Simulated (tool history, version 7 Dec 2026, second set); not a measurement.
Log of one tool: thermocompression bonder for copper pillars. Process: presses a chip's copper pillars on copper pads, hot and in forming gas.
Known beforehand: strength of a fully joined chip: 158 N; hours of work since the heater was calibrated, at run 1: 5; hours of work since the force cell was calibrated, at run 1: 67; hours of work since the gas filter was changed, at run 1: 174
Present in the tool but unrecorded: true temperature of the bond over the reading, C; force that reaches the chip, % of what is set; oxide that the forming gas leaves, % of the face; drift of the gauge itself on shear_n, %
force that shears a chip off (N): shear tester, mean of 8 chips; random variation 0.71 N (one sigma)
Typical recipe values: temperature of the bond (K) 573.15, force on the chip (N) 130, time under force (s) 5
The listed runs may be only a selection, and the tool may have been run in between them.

run   hour  temperature of the bond (K)  force on the chip (N)  time under force (s)  hours of work since the heater was calibrated  hours of work since the force cell was calibrated  hours of work since the gas filter was changed  force that shears a chip off (N)
  1      0                       573.15                    130                     5                                              5                                                 67                                             174                              66.7
  2      8                       573.15                    130                     5                                              8                                                 71                                             177                              66.8
  3   12.4                       573.15                    130                     5                                             10                                                 72                                             179                              66.7
  4   17.9                       573.15                    130                     5                                             12                                                 75                                             181                              67.1
  5   23.1                       573.15                    141                     5                                             14                                                 77                                             184                              72.2
  6   33.2                       573.15                    130                    14                                             19                                                 81                                             188                              95.2
  7   42.4                       573.15                    130                     5                                             23                                                 85                                             192                              65.4
      45.1  -- heater calibrated with a thermocouple chip
  8   54.5                       573.15                    130                     5                                              4                                                 89                                             196                              67.3
  9     62                       573.15                    130                     5                                              7                                                 92                                             199                              67.2
        72  -- heater calibrated with a thermocouple chip, once more
 10   74.5                       573.15                    130                     5                                              1                                                 97                                             204                              66.3
 11   83.1                       573.15                    130                     5                                              5                                                101                                             207                                67
 12   87.5                       573.15                    130                     5                                              7                                                102                                             209                              66.3
 13   92.9                       590.15                    130                     5                                              9                                                105                                             211                              76.9
 14  100.5                       590.15                    130                     5                                             12                                                108                                             215                                78
 15  110.6                       590.15                    130                     5                                             16                                                112                                             219                              77.8
 16    121                       590.15                    130                     5                                             21                                                117                                             223                              77.7
 17  130.3                       590.15                    130                     5                                             25                                                120                                             227                              76.2
 18  140.2                       590.15                    145                     3                                             29                                                125                                             231                              69.5
 19  147.4                       566.15                    155                     6                                             32                                                128                                             234                              75.7
 20  152.3                       555.15                    149                     5                                             34                                                130                                             236                              62.7
 21  159.9                       578.15                    130                     6                                             37                                                133                                             240                              73.7
 22  164.2                       582.15                    179                    13                                             39                                                135                                             241                               114
 23  169.2                       573.15                    187                     3                                             41                                                137                                             244                              73.8
 24  175.2                       573.15                    130                     6                                             44                                                139                                             246                              71.1
     183.8  -- forming gas filter changed
 25  184.2                       573.15                    130                     6                                             47                                                143                                               0                              76.9
 26  193.4                       572.15                    130                    10                                             51                                                147                                               4                              90.6
 27  199.8                       562.15                    130                     3                                             54                                                150                                               7                              52.7

Some steps in force that shears a chip off (N) between neighbouring runs. How much of each would the tool show without its hidden state too (settings, what came in, random variation), and how much is left for the hidden state, with any gauge scatter that isn't in both results?
Run 21 -> 22: temperature of the bond (K) 578.15 -> 582.15, force on the chip (N) 130 -> 179, time under force (s) 6 -> 13. force that shears a chip off (N) +40.3: hidden state -3.5, all else +43.8.
Run 22 -> 23: temperature of the bond (K) 582.15 -> 573.15, force on the chip (N) 179 -> 187, time under force (s) 13 -> 3. force that shears a chip off (N) -40.2: hidden state +3.5, all else -43.7.
Run 24 -> 25: forming gas filter changed. force that shears a chip off (N) +5.8: hidden state +5.9, all else -0.1.
